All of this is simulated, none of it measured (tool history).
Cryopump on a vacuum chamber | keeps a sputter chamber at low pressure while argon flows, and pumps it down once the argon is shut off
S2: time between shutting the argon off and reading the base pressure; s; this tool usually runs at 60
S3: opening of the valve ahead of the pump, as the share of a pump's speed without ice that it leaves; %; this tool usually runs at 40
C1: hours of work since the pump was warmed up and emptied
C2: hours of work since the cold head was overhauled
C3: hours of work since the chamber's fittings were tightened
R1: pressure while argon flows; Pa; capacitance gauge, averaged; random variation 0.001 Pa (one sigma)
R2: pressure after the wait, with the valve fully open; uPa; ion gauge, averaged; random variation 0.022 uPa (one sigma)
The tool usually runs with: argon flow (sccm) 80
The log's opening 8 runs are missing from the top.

run 9 day=18.304 | argon_flow_(sccm)=80 S2=60 S3=40 | C1=973 C2=973 C3=892 | R1=0.2711 R2=2.08
run 10 day=20.275 | argon_flow_(sccm)=80 S2=60 S3=40 | C1=995 C2=995 C3=914 | R1=0.2710 R2=2.18
run 11 day=21.679 | argon_flow_(sccm)=80 S2=60 S3=40 | C1=1011 C2=1011 C3=930 | R1=0.2719 R2=2.24
run 12 day=23.979 | argon_flow_(sccm)=80 S2=60 S3=29 | C1=1037 C2=1037 C3=956 | R1=0.3615 R2=2.24
-- day=26.500 pump warmed up, emptied and cooled again
run 13 day=27.004 | argon_flow_(sccm)=80 S2=60 S3=29 | C1=6 C2=1069 C3=988 | R1=0.3188 R2=1.78
run 14 day=29.233 | argon_flow_(sccm)=80 S2=60 S3=28 | C1=31 C2=1094 C3=1013 | R1=0.3305 R2=1.75
run 15 day=32.000 | argon_flow_(sccm)=80 S2=60 S3=28 | C1=62 C2=1125 C3=1044 | R1=0.3303 R2=1.82
run 16 day=34.892 | argon_flow_(sccm)=33 S2=60 S3=40 | C1=94 C2=1157 C3=1076 | R1=0.0967 R2=1.91
run 17 day=36.404 | argon_flow_(sccm)=33 S2=60 S3=40 | C1=111 C2=1174 C3=1093 | R1=0.0976 R2=1.91
run 18 day=38.729 | argon_flow_(sccm)=33 S2=60 S3=40 | C1=137 C2=1200 C3=1119 | R1=0.0978 R2=1.95

The next listed run, before its measurement:
run 19 day=40.817 | argon_flow_(sccm)=33 S2=60 S3=40 | C1=161 C2=1224 C3=1143 | R1=? R2=?

{"run 19": {"R1": 0.0968, "R2": 1.98}}
Take away the tool's hidden state, keep the run-to-run variation as it was, and the same run would have given R1 0.0942 Pa, R2 0.68 uPa.

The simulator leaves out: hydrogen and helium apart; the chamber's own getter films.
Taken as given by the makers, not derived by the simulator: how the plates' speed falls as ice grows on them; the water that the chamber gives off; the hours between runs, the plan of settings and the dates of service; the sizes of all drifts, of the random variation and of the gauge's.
